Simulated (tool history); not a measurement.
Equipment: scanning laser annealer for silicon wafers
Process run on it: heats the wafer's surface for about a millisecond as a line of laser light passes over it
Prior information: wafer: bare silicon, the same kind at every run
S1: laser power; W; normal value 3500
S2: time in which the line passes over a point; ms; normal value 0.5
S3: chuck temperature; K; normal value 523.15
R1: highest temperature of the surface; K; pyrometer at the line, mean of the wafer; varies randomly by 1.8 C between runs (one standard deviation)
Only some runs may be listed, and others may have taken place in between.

{"run": 1, "hour": 0.0, "S1": 3500, "S2": 0.5, "S3": 523.15, "R1": 1290.15}
{"run": 2, "hour": 15.9, "S1": 3500, "S2": 0.5, "S3": 523.15, "R1": 1288.15}
{"run": 3, "hour": 48.1, "S1": 3500, "S2": 0.5, "S3": 523.15, "R1": 1286.15}
{"run": 4, "hour": 76.7, "S1": 3500, "S2": 0.5, "S3": 525.15, "R1": 1286.15}
{"run": 5, "hour": 100.8, "S1": 3500, "S2": 0.582, "S3": 523.15, "R1": 1348.15}
{"run": 6, "hour": 127.0, "S1": 3500, "S2": 0.5, "S3": 523.15, "R1": 1279.15}
{"run": 7, "hour": 150.5, "S1": 3500, "S2": 0.588, "S3": 523.15, "R1": 1350.15}
{"run": 8, "hour": 167.8, "S1": 3500, "S2": 0.588, "S3": 523.15, "R1": 1347.15}
{"run": 9, "hour": 183.3, "S1": 3500, "S2": 0.588, "S3": 523.15, "R1": 1347.15}
{"run": 10, "hour": 199.6, "S1": 3500, "S2": 0.588, "S3": 523.15, "R1": 1347.15}
{"run": 11, "hour": 234.7, "S1": 3500, "S2": 0.5, "S3": 523.15, "R1": 1272.15}
{"run": 12, "hour": 270.1, "S1": 3500, "S2": 0.5, "S3": 523.15, "R1": 1270.15}
{"run": 13, "hour": 304.1, "S1": 3500, "S2": 0.5, "S3": 523.15, "R1": 1269.15}
{"run": 14, "hour": 333.9, "S1": 3500, "S2": 0.5, "S3": 523.15, "R1": 1266.15}
{"run": 15, "hour": 360.5, "S1": 3500, "S2": 0.5, "S3": 523.15, "R1": 1265.15}
{"run": 16, "hour": 376.1, "S1": 3500, "S2": 0.5, "S3": 523.15, "R1": 1264.15}
{"run": 17, "hour": 408.4, "S1": 3500, "S2": 0.5, "S3": 523.15, "R1": 1259.15}
{"run": 18, "hour": 437.7, "S1": 3500, "S2": 0.5, "S3": 523.15, "R1": 1256.15}
{"run": 19, "hour": 453.0, "S1": 3500, "S2": 0.5, "S3": 523.15, "R1": 1258.15}
{"run": 20, "hour": 470.5, "S1": 3500, "S2": 0.5, "S3": 523.15, "R1": 1255.15}

Run 21 is up next; what results do you expect?
{"run": 21, "hour": 487.5, "S1": 3500, "S2": 0.5, "S3": 523.15, "R1": "?"}

Run 21 yielded R1 1252.15 K.
Take away the tool's hidden state, keep the run-to-run variation as it was, and the same run would have given R1 1298.15 K.
